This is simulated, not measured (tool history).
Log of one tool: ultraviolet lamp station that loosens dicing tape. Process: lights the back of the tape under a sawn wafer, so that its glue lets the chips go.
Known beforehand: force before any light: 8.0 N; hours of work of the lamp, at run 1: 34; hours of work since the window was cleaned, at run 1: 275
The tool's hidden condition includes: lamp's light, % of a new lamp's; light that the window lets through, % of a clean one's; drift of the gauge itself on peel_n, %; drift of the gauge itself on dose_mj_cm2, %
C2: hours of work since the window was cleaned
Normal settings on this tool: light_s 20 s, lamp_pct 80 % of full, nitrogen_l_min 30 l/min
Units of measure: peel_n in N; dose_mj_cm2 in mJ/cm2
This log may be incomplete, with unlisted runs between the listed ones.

Run 1, hour 0: usual settings; hours of work of the lamp 34; C2 275. Result: peel_n 0.417 N, dose_mj_cm2 270 mJ/cm2.
Run 2, hour 17.1: usual settings; hours of work of the lamp 42; C2 282. Result: peel_n 0.402 N, dose_mj_cm2 271 mJ/cm2.
Run 3, hour 35.9: usual settings; hours of work of the lamp 50; C2 290. Result: peel_n 0.414 N, dose_mj_cm2 272 mJ/cm2.
Run 4, hour 53.9: usual settings but nitrogen_l_min 41 l/min; hours of work of the lamp 57; C2 298. Result: peel_n 0.314 N, dose_mj_cm2 272 mJ/cm2.
Run 5, hour 68.4: usual settings but nitrogen_l_min 41 l/min; hours of work of the lamp 64; C2 304. Result: peel_n 0.325 N, dose_mj_cm2 270 mJ/cm2.
Run 6, hour 80.4: usual settings; hours of work of the lamp 69; C2 309. Result: peel_n 0.434 N, dose_mj_cm2 263 mJ/cm2.
Run 7, hour 97.6: usual settings; hours of work of the lamp 76; C2 316. Result: peel_n 0.429 N, dose_mj_cm2 261 mJ/cm2.
Run 8, hour 110.9: usual settings but nitrogen_l_min 33 l/min; hours of work of the lamp 82; C2 322. Result: peel_n 0.407 N, dose_mj_cm2 264 mJ/cm2.
Run 9, hour 129.4: usual settings but nitrogen_l_min 16 l/min; hours of work of the lamp 90; C2 330. Result: peel_n 0.748 N, dose_mj_cm2 262 mJ/cm2.
Run 10, hour 146.3: usual settings but nitrogen_l_min 16 l/min; hours of work of the lamp 97; C2 337. Result: peel_n 0.745 N, dose_mj_cm2 262 mJ/cm2.
Run 11, hour 159.1: usual settings but nitrogen_l_min 35 l/min; hours of work of the lamp 103; C2 343. Result: peel_n 0.391 N, dose_mj_cm2 260 mJ/cm2.
Run 12, hour 172.4: usual settings but light_s 34 s, lamp_pct 72 % of full, nitrogen_l_min 11 l/min; hours of work of the lamp 108; C2 349. Result: peel_n 0.368 N, dose_mj_cm2 401 mJ/cm2.
Run 13, hour 188.7: usual settings but light_s 34 s, lamp_pct 72 % of full, nitrogen_l_min 11 l/min; hours of work of the lamp 115; C2 355. Result: peel_n 0.356 N, dose_mj_cm2 397 mJ/cm2.
Run 14, hour 198.9: usual settings but light_s 17 s; hours of work of the lamp 120; C2 360. Result: peel_n 0.685 N, dose_mj_cm2 219 mJ/cm2.
Run 15, hour 212: usual settings but light_s 19 s, nitrogen_l_min 18 l/min; hours of work of the lamp 125; C2 366. Result: peel_n 0.796 N, dose_mj_cm2 246 mJ/cm2.
Run 16, hour 222.8: usual settings but light_s 19 s, nitrogen_l_min 18 l/min; hours of work of the lamp 130; C2 370. Result: peel_n 0.767 N, dose_mj_cm2 246 mJ/cm2.
Run 17, hour 240.1: usual settings but light_s 19 s, nitrogen_l_min 18 l/min; hours of work of the lamp 137; C2 378. Result: peel_n 0.817 N, dose_mj_cm2 243 mJ/cm2.
Run 18, hour 258.8: usual settings but lamp_pct 86 % of full, nitrogen_l_min 24 l/min; hours of work of the lamp 145; C2 386. Result: peel_n 0.473 N, dose_mj_cm2 279 mJ/cm2.
Run 19, hour 269.2: usual settings but lamp_pct 86 % of full, nitrogen_l_min 24 l/min; hours of work of the lamp 150; C2 390. Result: peel_n 0.471 N, dose_mj_cm2 279 mJ/cm2.
Run 20, hour 285.9: usual settings but lamp_pct 86 % of full, nitrogen_l_min 21 l/min; hours of work of the lamp 157; C2 397. Result: peel_n 0.551 N, dose_mj_cm2 277 mJ/cm2.
Run 21, hour 304.1: usual settings but light_s 30 s, lamp_pct 70 % of full, nitrogen_l_min 21 l/min; hours of work of the lamp 165; C2 405. Result: peel_n 0.307 N, dose_mj_cm2 332 mJ/cm2.
Run 22, hour 312.6: usual settings but light_s 14 s, lamp_pct 65 % of full, nitrogen_l_min 58 l/min; hours of work of the lamp 168; C2 409. Result: peel_n 1.135 N, dose_mj_cm2 143 mJ/cm2.

Alternative continuations, all from the tool just after run 22; predict every row:
Run A, hour 322.9: usual settings but light_s 14 s, lamp_pct 87 % of full, nitrogen_l_min 58 l/min; hours of work of the lamp 173; C2 413. Result: peel_n ?, dose_mj_cm2 ?.
Run B, hour 322.9: usual settings but light_s 14 s, lamp_pct 65 % of full, nitrogen_l_min 27 l/min; hours of work of the lamp 173; C2 413. Result: peel_n ?, dose_mj_cm2 ?.
Run C, hour 322.9: usual settings but light_s 28 s, lamp_pct 65 % of full, nitrogen_l_min 11 l/min; hours of work of the lamp 173; C2 413. Result: peel_n ?, dose_mj_cm2 ?.

run  peel_n  dose_mj_cm2
  A    0.62          191
  B   1.622          141
  C   0.835          289
Take away the tool's hidden state, keep each run's random variation, and the runs would have read:
run  peel_n  dose_mj_cm2
  A   0.416          224
  B   1.247          165
  C    0.58          338

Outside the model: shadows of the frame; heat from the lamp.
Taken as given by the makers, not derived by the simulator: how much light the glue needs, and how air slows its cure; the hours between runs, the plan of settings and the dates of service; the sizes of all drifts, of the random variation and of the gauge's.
